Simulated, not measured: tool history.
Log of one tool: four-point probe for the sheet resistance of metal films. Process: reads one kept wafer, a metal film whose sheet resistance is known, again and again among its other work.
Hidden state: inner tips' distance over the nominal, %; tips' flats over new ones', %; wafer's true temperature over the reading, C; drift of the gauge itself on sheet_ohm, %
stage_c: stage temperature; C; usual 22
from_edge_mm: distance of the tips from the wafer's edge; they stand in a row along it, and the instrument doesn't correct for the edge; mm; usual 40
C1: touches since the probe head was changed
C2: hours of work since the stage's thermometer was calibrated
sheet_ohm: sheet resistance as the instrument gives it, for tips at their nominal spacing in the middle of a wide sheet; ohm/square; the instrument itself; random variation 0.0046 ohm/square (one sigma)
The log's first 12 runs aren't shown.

{"run": 13, "day": 6.046, "stage_c": 28, "from_edge_mm": 40, "C1": 3046, "C2": 1600, "sheet_ohm": 22.900276}
{"run": 14, "day": 6.671, "stage_c": 28, "from_edge_mm": 40, "C1": 3246, "C2": 1607, "sheet_ohm": 22.905759}
{"run": 15, "day": 7.333, "stage_c": 22, "from_edge_mm": 38, "C1": 3458, "C2": 1614, "sheet_ohm": 22.956726}
{"run": 16, "day": 7.771, "stage_c": 22, "from_edge_mm": 38, "C1": 3599, "C2": 1619, "sheet_ohm": 22.9712}
{"run": 17, "day": 8.258, "stage_c": 22, "from_edge_mm": 40, "C1": 3756, "C2": 1625, "sheet_ohm": 22.962065}
{"run": 18, "day": 8.938, "stage_c": 22, "from_edge_mm": 40, "C1": 3974, "C2": 1632, "sheet_ohm": 22.973301}
{"run": 19, "day": 9.508, "stage_c": 26, "from_edge_mm": 12, "C1": 4158, "C2": 1638, "sheet_ohm": 22.943557}
{"run": 20, "day": 9.846, "stage_c": 26, "from_edge_mm": 12, "C1": 4266, "C2": 1642, "sheet_ohm": 22.944911}
{"run": 21, "day": 10.525, "stage_c": 34, "from_edge_mm": 23, "C1": 4484, "C2": 1649, "sheet_ohm": 22.845539}
{"run": 22, "day": 11.15, "stage_c": 34, "from_edge_mm": 14, "C1": 4685, "C2": 1656, "sheet_ohm": 22.861683}
{"run": 23, "day": 11.617, "stage_c": 34, "from_edge_mm": 14, "C1": 4835, "C2": 1661, "sheet_ohm": 22.855868}
{"run": 24, "day": 11.979, "stage_c": 20, "from_edge_mm": 44, "C1": 4951, "C2": 1665, "sheet_ohm": 22.985754}
{"run": 25, "day": 12.512, "stage_c": 19, "from_edge_mm": 3, "C1": 5123, "C2": 1671, "sheet_ohm": 23.339324}
{"run": 26, "day": 12.862, "stage_c": 19, "from_edge_mm": 3, "C1": 5234, "C2": 1675, "sheet_ohm": 23.336408}
{"run": 27, "day": 13.2, "stage_c": 19, "from_edge_mm": 3, "C1": 5343, "C2": 1679, "sheet_ohm": 23.332895}
{"run": 28, "day": 13.888, "stage_c": 19, "from_edge_mm": 3, "C1": 5564, "C2": 1686, "sheet_ohm": 23.334093}
{"run": 29, "day": 14.229, "stage_c": 19, "from_edge_mm": 3, "C1": 5674, "C2": 1690, "sheet_ohm": 23.33539}
{"run": 30, "day": 14.617, "stage_c": 28, "from_edge_mm": 51, "C1": 5798, "C2": 1694, "sheet_ohm": 22.902796}
{"run": 31, "day": 15.046, "stage_c": 19, "from_edge_mm": 65, "C1": 5936, "C2": 1699, "sheet_ohm": 22.993708}
{"run": 32, "day": 15.754, "stage_c": 19, "from_edge_mm": 65, "C1": 6163, "C2": 1707, "sheet_ohm": 22.996267}
{"run": 33, "day": 16.221, "stage_c": 19, "from_edge_mm": 65, "C1": 6314, "C2": 1712, "sheet_ohm": 22.998651}
{"run": 34, "day": 16.679, "stage_c": 23, "from_edge_mm": 5, "C1": 6461, "C2": 1717, "sheet_ohm": 23.071641}

Forecast each of these 5 alternatives for the next run:
{"run": "A", "day": 17.262, "stage_c": 33, "from_edge_mm": 68, "C1": 6647, "C2": 1723, "sheet_ohm": "?"}
{"run": "B", "day": 17.262, "stage_c": 23, "from_edge_mm": 4, "C1": 6647, "C2": 1723, "sheet_ohm": "?"}
{"run": "C", "day": 17.262, "stage_c": 27, "from_edge_mm": 40, "C1": 6647, "C2": 1723, "sheet_ohm": "?"}
{"run": "D", "day": 17.262, "stage_c": 23, "from_edge_mm": 6, "C1": 6647, "C2": 1723, "sheet_ohm": "?"}
{"run": "E", "day": 17.262, "stage_c": 20, "from_edge_mm": 41, "C1": 6647, "C2": 1723, "sheet_ohm": "?"}

run=A sheet_ohm=22.851827
run=B sheet_ohm=23.145397
run=C sheet_ohm=22.914892
run=D sheet_ohm=23.034833
run=E sheet_ohm=22.983786
Without the tool's hidden state the same runs would have given:
run=A sheet_ohm=22.852311
run=B sheet_ohm=23.145896
run=C sheet_ohm=22.915383
run=D sheet_ohm=23.03533
run=E sheet_ohm=22.984285
